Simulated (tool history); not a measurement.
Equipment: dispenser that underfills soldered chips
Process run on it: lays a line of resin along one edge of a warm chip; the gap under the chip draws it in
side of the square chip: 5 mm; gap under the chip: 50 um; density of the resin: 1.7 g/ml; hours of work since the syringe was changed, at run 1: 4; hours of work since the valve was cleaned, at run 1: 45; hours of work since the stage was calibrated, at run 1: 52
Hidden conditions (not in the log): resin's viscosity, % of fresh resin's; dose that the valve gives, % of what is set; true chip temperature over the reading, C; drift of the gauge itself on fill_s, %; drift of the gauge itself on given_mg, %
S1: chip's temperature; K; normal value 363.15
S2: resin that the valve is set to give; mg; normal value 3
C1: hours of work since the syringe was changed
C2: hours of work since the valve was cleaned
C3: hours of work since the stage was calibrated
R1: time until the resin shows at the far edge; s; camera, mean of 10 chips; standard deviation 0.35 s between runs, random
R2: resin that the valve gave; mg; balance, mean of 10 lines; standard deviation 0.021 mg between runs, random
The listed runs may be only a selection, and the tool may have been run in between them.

{"run": 1, "hour": 0.0, "S1": 363.15, "S2": 3, "C1": 4, "C2": 45, "C3": 52, "R1": 21.4, "R2": 2.87}
{"hour": 3.6, "done": "new syringe of resin"}
{"run": 2, "hour": 4.4, "S1": 363.15, "S2": 3, "C1": 0, "C2": 48, "C3": 55, "R1": 18, "R2": 2.83}
{"run": 3, "hour": 9.2, "S1": 363.15, "S2": 3.14, "C1": 3, "C2": 51, "C3": 58, "R1": 19.4, "R2": 2.96}
{"hour": 13.6, "done": "new syringe of resin"}
{"run": 4, "hour": 14.1, "S1": 363.15, "S2": 3.14, "C1": 0, "C2": 54, "C3": 61, "R1": 18.2, "R2": 2.97}
{"run": 5, "hour": 17.2, "S1": 363.15, "S2": 3.14, "C1": 2, "C2": 55, "C3": 63, "R1": 19.1, "R2": 2.99}
{"run": 6, "hour": 19.6, "S1": 373.15, "S2": 3.14, "C1": 4, "C2": 57, "C3": 64, "R1": 14.7, "R2": 3.01}
{"hour": 23.7, "done": "new syringe of resin"}
{"run": 7, "hour": 24.8, "S1": 373.15, "S2": 3.14, "C1": 1, "C2": 60, "C3": 67, "R1": 13.3, "R2": 2.98}
{"run": 8, "hour": 29.3, "S1": 363.15, "S2": 3, "C1": 3, "C2": 63, "C3": 70, "R1": 20.1, "R2": 2.84}
{"hour": 34.0, "done": "new syringe of resin"}
{"run": 9, "hour": 34.0, "S1": 363.15, "S2": 2.98, "C1": 0, "C2": 65, "C3": 72, "R1": 17.6, "R2": 2.82}
{"run": 10, "hour": 37.1, "S1": 357.15, "S2": 3, "C1": 2, "C2": 67, "C3": 74, "R1": 22.9, "R2": 2.87}
{"run": 11, "hour": 41.9, "S1": 357.15, "S2": 3, "C1": 5, "C2": 70, "C3": 77, "R1": 26, "R2": 2.8}
{"hour": 44.1, "done": "new syringe of resin"}
{"run": 12, "hour": 45.1, "S1": 350.15, "S2": 3, "C1": 1, "C2": 72, "C3": 79, "R1": 26.7, "R2": 2.81}
{"run": 13, "hour": 49.4, "S1": 350.15, "S2": 3, "C1": 3, "C2": 75, "C3": 82, "R1": 30, "R2": 2.81}
{"run": 14, "hour": 51.8, "S1": 350.15, "S2": 3, "C1": 5, "C2": 76, "C3": 83, "R1": 31.8, "R2": 2.79}
{"hour": 54.2, "done": "new syringe of resin"}
{"run": 15, "hour": 54.9, "S1": 350.15, "S2": 3, "C1": 0, "C2": 78, "C3": 85, "R1": 27, "R2": 2.78}
{"run": 16, "hour": 59.8, "S1": 363.15, "S2": 3, "C1": 3, "C2": 81, "C3": 88, "R1": 19.7, "R2": 2.76}
{"hour": 61.9, "done": "dispensing valve cleaned and set on the balance"}
{"run": 17, "hour": 64.3, "S1": 363.15, "S2": 3, "C1": 6, "C2": 2, "C3": 90, "R1": 21, "R2": 2.96}
{"hour": 65.3, "done": "new syringe of resin"}
{"run": 18, "hour": 67.1, "S1": 363.15, "S2": 2.62, "C1": 1, "C2": 3, "C3": 91, "R1": 18.5, "R2": 2.59}
{"run": 19, "hour": 69.4, "S1": 363.15, "S2": 3, "C1": 3, "C2": 4, "C3": 93, "R1": 19, "R2": 2.99}
{"run": 20, "hour": 72.2, "S1": 353.15, "S2": 3.49, "C1": 4, "C2": 6, "C3": 95, "R1": 27.4, "R2": 3.44}
{"hour": 75.3, "done": "new syringe of resin"}
{"run": 21, "hour": 76.9, "S1": 363.15, "S2": 3.76, "C1": 1, "C2": 9, "C3": 97, "R1": 17.7, "R2": 3.74}
{"run": 22, "hour": 80.5, "S1": 356.15, "S2": 2.68, "C1": 3, "C2": 11, "C3": 99, "R1": 24.9, "R2": 2.64}
{"run": 23, "hour": 84.8, "S1": 373.15, "S2": 2.68, "C1": 6, "C2": 14, "C3": 102, "R1": 16.4, "R2": 2.62}
{"hour": 85.5, "done": "new syringe of resin"}
{"run": 24, "hour": 87.7, "S1": 377.15, "S2": 3, "C1": 1, "C2": 15, "C3": 104, "R1": 12.1, "R2": 2.93}
{"run": 25, "hour": 92.4, "S1": 359.15, "S2": 3.57, "C1": 4, "C2": 18, "C3": 107, "R1": 22.1, "R2": 3.52}
{"run": 26, "hour": 94.4, "S1": 359.15, "S2": 3.57, "C1": 5, "C2": 19, "C3": 108, "R1": 23.6, "R2": 3.5}
{"hour": 95.5, "done": "new syringe of resin"}
{"run": 27, "hour": 98.4, "S1": 370.15, "S2": 3.02, "C1": 2, "C2": 22, "C3": 110, "R1": 14.9, "R2": 2.97}
{"run": 28, "hour": 100.5, "S1": 356.15, "S2": 3, "C1": 3, "C2": 23, "C3": 111, "R1": 24.3, "R2": 2.91}
{"run": 29, "hour": 104.5, "S1": 366.15, "S2": 3.21, "C1": 5, "C2": 25, "C3": 114, "R1": 19.5, "R2": 3.1}
{"hour": 105.6, "done": "new syringe of resin"}
{"run": 30, "hour": 109.8, "S1": 368.15, "S2": 2.62, "C1": 3, "C2": 28, "C3": 117, "R1": 17.2, "R2": 2.56}
{"run": 31, "hour": 113.2, "S1": 368.15, "S2": 2.62, "C1": 5, "C2": 30, "C3": 119, "R1": 18.1, "R2": 2.51}
{"hour": 115.7, "done": "new syringe of resin"}
{"run": 32, "hour": 116.3, "S1": 359.15, "S2": 3.42, "C1": 0, "C2": 32, "C3": 121, "R1": 18.8, "R2": 3.3}
{"run": 33, "hour": 119.2, "S1": 359.15, "S2": 3.42, "C1": 2, "C2": 34, "C3": 122, "R1": 20.1, "R2": 3.31}
{"run": 34, "hour": 121.3, "S1": 368.15, "S2": 3.72, "C1": 3, "C2": 35, "C3": 124, "R1": 16.5, "R2": 3.59}
{"run": 35, "hour": 124.8, "S1": 369.15, "S2": 3.52, "C1": 6, "C2": 37, "C3": 126, "R1": 16.9, "R2": 3.39}
{"hour": 125.8, "done": "new syringe of resin"}
{"run": 36, "hour": 129.9, "S1": 371.15, "S2": 3.02, "C1": 2, "C2": 40, "C3": 129, "R1": 15, "R2": 2.91}
{"run": 37, "hour": 132.7, "S1": 351.15, "S2": 3.46, "C1": 4, "C2": 42, "C3": 130, "R1": 28.9, "R2": 3.33}

Forecast each of these 3 alternatives for the next run:
{"hour": 136.0, "done": "new syringe of resin"}
{"run": "A", "hour": 137.7, "S1": 362.15, "S2": 3.41, "C1": 1, "C2": 45, "C3": 133, "R1": "?", "R2": "?"}
{"hour": 136.0, "done": "new syringe of resin"}
{"run": "B", "hour": 137.7, "S1": 350.15, "S2": 2.53, "C1": 1, "C2": 45, "C3": 133, "R1": "?", "R2": "?"}
{"hour": 136.0, "done": "new syringe of resin"}
{"run": "C", "hour": 137.7, "S1": 370.15, "S2": 3.52, "C1": 1, "C2": 45, "C3": 133, "R1": "?", "R2": "?"}

run=A R1=17.2 R2=3.26
run=B R1=28.1 R2=2.4
run=C R1=14 R2=3.35
Without the tool's unlogged condition, the same runs would have read:
run=A R1=16.8 R2=3.4
run=B R1=27 R2=2.51
run=C R1=13.7 R2=3.5
